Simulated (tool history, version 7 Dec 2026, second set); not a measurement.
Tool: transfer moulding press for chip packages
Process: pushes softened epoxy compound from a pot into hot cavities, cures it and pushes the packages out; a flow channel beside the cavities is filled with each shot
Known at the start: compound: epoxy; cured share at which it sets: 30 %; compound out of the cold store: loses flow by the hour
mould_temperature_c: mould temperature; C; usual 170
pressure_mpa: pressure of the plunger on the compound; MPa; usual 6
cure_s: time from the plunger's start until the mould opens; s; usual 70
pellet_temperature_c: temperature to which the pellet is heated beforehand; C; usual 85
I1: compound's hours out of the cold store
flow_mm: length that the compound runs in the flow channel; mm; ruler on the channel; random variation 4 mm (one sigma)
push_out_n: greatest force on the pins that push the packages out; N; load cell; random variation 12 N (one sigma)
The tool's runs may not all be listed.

run 1 hour=0 | mould_temperature_c=170 pressure_mpa=6 cure_s=70 pellet_temperature_c=85 | I1=22.5 | flow_mm=817 push_out_n=645
run 2 hour=30.9 | mould_temperature_c=170 pressure_mpa=6 cure_s=70 pellet_temperature_c=85 | I1=24.2 | flow_mm=817 push_out_n=752
-- hour=54.4 cavities cleaned with cleaning compound and waxed
run 3 hour=63.3 | mould_temperature_c=170 pressure_mpa=6 cure_s=70 pellet_temperature_c=85 | I1=16.6 | flow_mm=839 push_out_n=599
run 4 hour=86 | mould_temperature_c=170 pressure_mpa=6 cure_s=70 pellet_temperature_c=85 | I1=25.1 | flow_mm=798 push_out_n=673
run 5 hour=117.5 | mould_temperature_c=170 pressure_mpa=6 cure_s=70 pellet_temperature_c=85 | I1=29.1 | flow_mm=786 push_out_n=738
-- hour=128.7 cavities cleaned with cleaning compound and waxed
run 6 hour=135.2 | mould_temperature_c=170 pressure_mpa=6 cure_s=70 pellet_temperature_c=85 | I1=15.8 | flow_mm=826 push_out_n=604
run 7 hour=157.2 | mould_temperature_c=170 pressure_mpa=6 cure_s=70 pellet_temperature_c=85 | I1=41.5 | flow_mm=738 push_out_n=680
-- hour=171.4 plunger's sealing rings changed
run 8 hour=197.4 | mould_temperature_c=170 pressure_mpa=6 cure_s=70 pellet_temperature_c=85 | I1=13.8 | flow_mm=869 push_out_n=768
-- hour=203.7 cavities cleaned with cleaning compound and waxed
run 9 hour=215.4 | mould_temperature_c=170 pressure_mpa=6 cure_s=70 pellet_temperature_c=89 | I1=27.5 | flow_mm=815 push_out_n=591
run 10 hour=254.5 | mould_temperature_c=170 pressure_mpa=6 cure_s=70 pellet_temperature_c=89 | I1=39.2 | flow_mm=769 push_out_n=707
-- hour=274.9 cavities cleaned with cleaning compound and waxed
run 11 hour=283.4 | mould_temperature_c=170 pressure_mpa=6 cure_s=70 pellet_temperature_c=89 | I1=47.2 | flow_mm=737 push_out_n=578
run 12 hour=301.8 | mould_temperature_c=170 pressure_mpa=6 cure_s=81 pellet_temperature_c=85 | I1=15.4 | flow_mm=854 push_out_n=528
run 13 hour=340.7 | mould_temperature_c=170 pressure_mpa=6 cure_s=81 pellet_temperature_c=85 | I1=45.2 | flow_mm=742 push_out_n=624
-- hour=348.4 cavities cleaned with cleaning compound and waxed
run 14 hour=374.8 | mould_temperature_c=170 pressure_mpa=6 cure_s=81 pellet_temperature_c=85 | I1=25.9 | flow_mm=808 push_out_n=533
run 15 hour=407 | mould_temperature_c=170 pressure_mpa=6 cure_s=67 pellet_temperature_c=86 | I1=32.1 | flow_mm=774 push_out_n=814
-- hour=421.6 cavities cleaned with cleaning compound and waxed
run 16 hour=436.9 | mould_temperature_c=170 pressure_mpa=6.6 cure_s=106 pellet_temperature_c=85 | I1=24.4 | flow_mm=839 push_out_n=487
run 17 hour=469.5 | mould_temperature_c=170 pressure_mpa=5.39 cure_s=70 pellet_temperature_c=90 | I1=29.3 | flow_mm=730 push_out_n=708
run 18 hour=489.5 | mould_temperature_c=174 pressure_mpa=6 cure_s=70 pellet_temperature_c=85 | I1=36.5 | flow_mm=735 push_out_n=666
-- hour=496.5 cavities cleaned with cleaning compound and waxed
-- hour=504.7 plunger's sealing rings changed
run 19 hour=533.5 | mould_temperature_c=174 pressure_mpa=6 cure_s=70 pellet_temperature_c=85 | I1=44.3 | flow_mm=756 push_out_n=588
run 20 hour=554.8 | mould_temperature_c=170 pressure_mpa=6 cure_s=79 pellet_temperature_c=94 | I1=41.2 | flow_mm=771 push_out_n=624
-- hour=572.3 cavities cleaned with cleaning compound and waxed
run 21 hour=594 | mould_temperature_c=170 pressure_mpa=6 cure_s=79 pellet_temperature_c=94 | I1=9.2 | flow_mm=879 push_out_n=558
run 22 hour=612.6 | mould_temperature_c=170 pressure_mpa=6 cure_s=79 pellet_temperature_c=94 | I1=46.8 | flow_mm=733 push_out_n=579
-- hour=643.7 cavities cleaned with cleaning compound and waxed
run 23 hour=643.7 | mould_temperature_c=170 pressure_mpa=6 cure_s=79 pellet_temperature_c=94 | I1=11.3 | flow_mm=865 push_out_n=489
run 24 hour=680.4 | mould_temperature_c=170 pressure_mpa=6 cure_s=79 pellet_temperature_c=75 | I1=10.2 | flow_mm=859 push_out_n=655
run 25 hour=702.1 | mould_temperature_c=170 pressure_mpa=7.33 cure_s=98 pellet_temperature_c=75 | I1=10.6 | flow_mm=945 push_out_n=588
-- hour=717.3 cavities cleaned with cleaning compound and waxed
run 26 hour=728.2 | mould_temperature_c=170 pressure_mpa=6 cure_s=101 pellet_temperature_c=85 | I1=34.5 | flow_mm=774 push_out_n=461
run 27 hour=762.8 | mould_temperature_c=170 pressure_mpa=6.58 cure_s=101 pellet_temperature_c=94 | I1=14.5 | flow_mm=876 push_out_n=558
run 28 hour=780.7 | mould_temperature_c=170 pressure_mpa=6.58 cure_s=101 pellet_temperature_c=94 | I1=13.8 | flow_mm=865 push_out_n=619

Forecast each of these 3 alternatives for the next run:
-- hour=788.7 cavities cleaned with cleaning compound and waxed
run A hour=802 | mould_temperature_c=170 pressure_mpa=6.58 cure_s=110 pellet_temperature_c=94 | I1=47.7 | flow_mm=? push_out_n=?
-- hour=788.7 cavities cleaned with cleaning compound and waxed
run B hour=802 | mould_temperature_c=170 pressure_mpa=6.21 cure_s=70 pellet_temperature_c=92 | I1=19.1 | flow_mm=? push_out_n=?
-- hour=788.7 cavities cleaned with cleaning compound and waxed
run C hour=802 | mould_temperature_c=170 pressure_mpa=6 cure_s=55 pellet_temperature_c=84 | I1=44.4 | flow_mm=? push_out_n=?

run=A flow_mm=750 push_out_n=458
run=B flow_mm=826 push_out_n=614
run=C flow_mm=730 push_out_n=1054
Without the tool's hidden state the same runs would have given:
run=A flow_mm=790 push_out_n=402
run=B flow_mm=870 push_out_n=570
run=C flow_mm=769 push_out_n=995
